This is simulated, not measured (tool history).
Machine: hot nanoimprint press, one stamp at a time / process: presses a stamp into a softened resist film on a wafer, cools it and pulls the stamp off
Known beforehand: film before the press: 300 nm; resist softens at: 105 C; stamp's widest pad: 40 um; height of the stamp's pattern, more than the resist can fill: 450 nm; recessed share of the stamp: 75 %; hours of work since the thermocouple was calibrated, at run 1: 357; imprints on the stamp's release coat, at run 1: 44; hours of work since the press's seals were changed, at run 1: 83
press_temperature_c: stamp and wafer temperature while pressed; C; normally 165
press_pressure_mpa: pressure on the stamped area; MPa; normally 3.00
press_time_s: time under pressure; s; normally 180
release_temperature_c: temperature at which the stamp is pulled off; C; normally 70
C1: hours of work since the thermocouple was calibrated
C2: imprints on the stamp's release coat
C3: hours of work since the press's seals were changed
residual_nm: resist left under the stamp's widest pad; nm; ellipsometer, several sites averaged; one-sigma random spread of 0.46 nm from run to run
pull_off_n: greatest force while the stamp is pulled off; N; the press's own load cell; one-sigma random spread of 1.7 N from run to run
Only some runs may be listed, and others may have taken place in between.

{"run": 1, "hour": 0.0, "press_temperature_c": 165, "press_pressure_mpa": 3.0, "press_time_s": 180, "release_temperature_c": 70, "C1": 357, "C2": 44, "C3": 83, "residual_nm": 133.3, "pull_off_n": 148}
{"run": 2, "hour": 5.4, "press_temperature_c": 165, "press_pressure_mpa": 3.0, "press_time_s": 180, "release_temperature_c": 70, "C1": 360, "C2": 52, "C3": 85, "residual_nm": 132.7, "pull_off_n": 150}
{"run": 3, "hour": 14.6, "press_temperature_c": 165, "press_pressure_mpa": 3.0, "press_time_s": 180, "release_temperature_c": 70, "C1": 363, "C2": 66, "C3": 89, "residual_nm": 133.1, "pull_off_n": 148}
{"run": 4, "hour": 20.6, "press_temperature_c": 167, "press_pressure_mpa": 3.0, "press_time_s": 180, "release_temperature_c": 70, "C1": 366, "C2": 75, "C3": 92, "residual_nm": 119.7, "pull_off_n": 145}
{"run": 5, "hour": 26.0, "press_temperature_c": 167, "press_pressure_mpa": 3.0, "press_time_s": 293, "release_temperature_c": 70, "C1": 368, "C2": 83, "C3": 94, "residual_nm": 99.7, "pull_off_n": 149}
{"run": 6, "hour": 30.9, "press_temperature_c": 165, "press_pressure_mpa": 3.0, "press_time_s": 180, "release_temperature_c": 70, "C1": 370, "C2": 90, "C3": 96, "residual_nm": 132.4, "pull_off_n": 148}
{"run": 7, "hour": 37.1, "press_temperature_c": 165, "press_pressure_mpa": 3.0, "press_time_s": 180, "release_temperature_c": 70, "C1": 373, "C2": 100, "C3": 99, "residual_nm": 132.7, "pull_off_n": 151}
{"hour": 40.6, "done": "plate thermocouple calibrated"}
{"run": 8, "hour": 44.1, "press_temperature_c": 165, "press_pressure_mpa": 3.0, "press_time_s": 180, "release_temperature_c": 70, "C1": 1, "C2": 105, "C3": 100, "residual_nm": 131.0, "pull_off_n": 147}
{"run": 9, "hour": 48.5, "press_temperature_c": 165, "press_pressure_mpa": 3.0, "press_time_s": 180, "release_temperature_c": 70, "C1": 3, "C2": 112, "C3": 102, "residual_nm": 131.0, "pull_off_n": 149}
{"run": 10, "hour": 55.2, "press_temperature_c": 165, "press_pressure_mpa": 3.0, "press_time_s": 180, "release_temperature_c": 70, "C1": 6, "C2": 122, "C3": 105, "residual_nm": 131.5, "pull_off_n": 147}
{"run": 11, "hour": 63.5, "press_temperature_c": 165, "press_pressure_mpa": 3.0, "press_time_s": 180, "release_temperature_c": 70, "C1": 10, "C2": 135, "C3": 108, "residual_nm": 130.8, "pull_off_n": 149}
{"run": 12, "hour": 72.5, "press_temperature_c": 165, "press_pressure_mpa": 3.0, "press_time_s": 180, "release_temperature_c": 78, "C1": 13, "C2": 148, "C3": 112, "residual_nm": 131.0, "pull_off_n": 136}
{"run": 13, "hour": 77.2, "press_temperature_c": 165, "press_pressure_mpa": 3.14, "press_time_s": 143, "release_temperature_c": 70, "C1": 15, "C2": 155, "C3": 114, "residual_nm": 139.0, "pull_off_n": 150}
{"run": 14, "hour": 86.7, "press_temperature_c": 173, "press_pressure_mpa": 3.2, "press_time_s": 180, "release_temperature_c": 72, "C1": 19, "C2": 169, "C3": 118, "residual_nm": 85.9, "pull_off_n": 146}
{"hour": 92.6, "done": "plate thermocouple calibrated, once more"}
{"run": 15, "hour": 96.6, "press_temperature_c": 159, "press_pressure_mpa": 3.0, "press_time_s": 180, "release_temperature_c": 70, "C1": 2, "C2": 179, "C3": 121, "residual_nm": 180.8, "pull_off_n": 152}
{"run": 16, "hour": 105.0, "press_temperature_c": 164, "press_pressure_mpa": 1.96, "press_time_s": 180, "release_temperature_c": 70, "C1": 5, "C2": 192, "C3": 124, "residual_nm": 174.2, "pull_off_n": 156}
{"run": 17, "hour": 114.0, "press_temperature_c": 168, "press_pressure_mpa": 1.94, "press_time_s": 128, "release_temperature_c": 69, "C1": 9, "C2": 205, "C3": 128, "residual_nm": 164.9, "pull_off_n": 156}
{"run": 18, "hour": 118.6, "press_temperature_c": 165, "press_pressure_mpa": 3.0, "press_time_s": 297, "release_temperature_c": 70, "C1": 11, "C2": 212, "C3": 130, "residual_nm": 113.4, "pull_off_n": 156}
{"run": 19, "hour": 127.1, "press_temperature_c": 165, "press_pressure_mpa": 3.0, "press_time_s": 297, "release_temperature_c": 70, "C1": 14, "C2": 225, "C3": 134, "residual_nm": 113.9, "pull_off_n": 152}
{"run": 20, "hour": 136.4, "press_temperature_c": 171, "press_pressure_mpa": 3.78, "press_time_s": 297, "release_temperature_c": 61, "C1": 18, "C2": 239, "C3": 137, "residual_nm": 74.2, "pull_off_n": 173}

What will run 21 give?
{"run": 21, "hour": 144.8, "press_temperature_c": 171, "press_pressure_mpa": 3.78, "press_time_s": 297, "release_temperature_c": 61, "C1": 22, "C2": 251, "C3": 141, "residual_nm": "?", "pull_off_n": "?"}

Logged for run 21: residual_nm 74.5 nm, pull_off_n 172 N.
Minus the tool's unlogged condition, the same run would have read residual_nm 74.1 nm, pull_off_n 165 N.
